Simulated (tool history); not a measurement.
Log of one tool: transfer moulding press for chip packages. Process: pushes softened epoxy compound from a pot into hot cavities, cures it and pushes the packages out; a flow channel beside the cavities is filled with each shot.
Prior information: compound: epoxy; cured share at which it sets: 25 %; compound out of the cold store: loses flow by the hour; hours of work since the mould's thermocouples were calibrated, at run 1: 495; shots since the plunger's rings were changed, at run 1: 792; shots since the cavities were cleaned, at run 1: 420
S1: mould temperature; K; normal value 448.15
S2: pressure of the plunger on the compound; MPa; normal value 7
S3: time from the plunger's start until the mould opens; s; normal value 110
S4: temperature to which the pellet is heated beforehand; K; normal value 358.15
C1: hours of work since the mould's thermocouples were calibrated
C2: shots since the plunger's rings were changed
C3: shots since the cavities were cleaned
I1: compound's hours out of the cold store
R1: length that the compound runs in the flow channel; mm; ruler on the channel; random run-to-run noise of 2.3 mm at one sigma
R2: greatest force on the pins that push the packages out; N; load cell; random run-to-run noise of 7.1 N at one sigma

| run | hour | S1 | S2 | S3 | S4 | C1 | C2 | C3 | I1 | R1 | R2 |
|---|---|---|---|---|---|---|---|---|---|---|---|
| 1 | 0 | 448.15 | 7 | 110 | 358.15 | 495 | 792 | 420 | 30.4 | 844 | 397 |
| 2 | 33.1 | 448.15 | 7 | 110 | 358.15 | 513 | 1073 | 701 | 35 | 820 | 407 |
|  | 40.7 | cavities cleaned with cleaning compound and waxed |
| 3 | 53.4 | 448.15 | 7 | 110 | 365.15 | 523 | 1233 | 109 | 39.8 | 793 | 342 |
| 4 | 74.7 | 448.15 | 7 | 110 | 365.15 | 534 | 1414 | 290 | 21 | 881 | 368 |
| 5 | 99.2 | 448.15 | 7 | 110 | 358.15 | 547 | 1621 | 497 | 29 | 845 | 396 |
| 6 | 118.2 | 448.15 | 7 | 110 | 358.15 | 557 | 1783 | 659 | 8.1 | 949 | 413 |
|  | 131.3 | cavities cleaned with cleaning compound and waxed |
| 7 | 143.8 | 448.15 | 7 | 110 | 358.15 | 570 | 1987 | 106 | 36.2 | 807 | 320 |
| 8 | 165.9 | 448.15 | 7 | 110 | 358.15 | 582 | 2175 | 294 | 38.8 | 791 | 361 |
| 9 | 184.3 | 441.15 | 7 | 110 | 358.15 | 591 | 2332 | 451 | 44.7 | 792 | 509 |
| 10 | 217.1 | 441.15 | 7 | 110 | 358.15 | 609 | 2610 | 729 | 38.4 | 819 | 517 |
|  | 221.4 | cavities cleaned with cleaning compound and waxed |
| 11 | 246.5 | 448.15 | 7 | 110 | 358.15 | 624 | 2846 | 213 | 24.5 | 854 | 331 |
| 12 | 266.3 | 448.15 | 7 | 110 | 358.15 | 634 | 3015 | 382 | 36 | 801 | 383 |
| 13 | 283.7 | 446.15 | 8.23 | 110 | 358.15 | 643 | 3162 | 529 | 13.4 | 993 | 416 |
|  | 313.1 | cavities cleaned with cleaning compound and waxed |
| 14 | 321.2 | 452.15 | 6.19 | 134 | 359.15 | 663 | 3468 | 68 | 37.3 | 729 | 285 |
| 15 | 346 | 452.15 | 6.19 | 134 | 359.15 | 676 | 3679 | 279 | 36.1 | 733 | 330 |
| 16 | 361 | 448.15 | 5.26 | 101 | 367.15 | 684 | 3806 | 406 | 33.6 | 700 | 383 |
| 17 | 380.7 | 453.15 | 7.39 | 103 | 349.15 | 694 | 3973 | 573 | 33.9 | 808 | 383 |
|  | 404.6 | cavities cleaned with cleaning compound and waxed |
| 18 | 414.4 | 452.15 | 7 | 143 | 358.15 | 711 | 4247 | 84 | 16.7 | 867 | 295 |

For run 19, what comes out?
| 19 | 447.7 | 452.15 | 7 | 143 | 358.15 | 729 | 4530 | 367 | 45.7 | ? | ? |

R1: 739 mm
R2: 345 N
The same run, on a tool lacking any hidden state, would have yielded R1 770 mm, R2 265 N.

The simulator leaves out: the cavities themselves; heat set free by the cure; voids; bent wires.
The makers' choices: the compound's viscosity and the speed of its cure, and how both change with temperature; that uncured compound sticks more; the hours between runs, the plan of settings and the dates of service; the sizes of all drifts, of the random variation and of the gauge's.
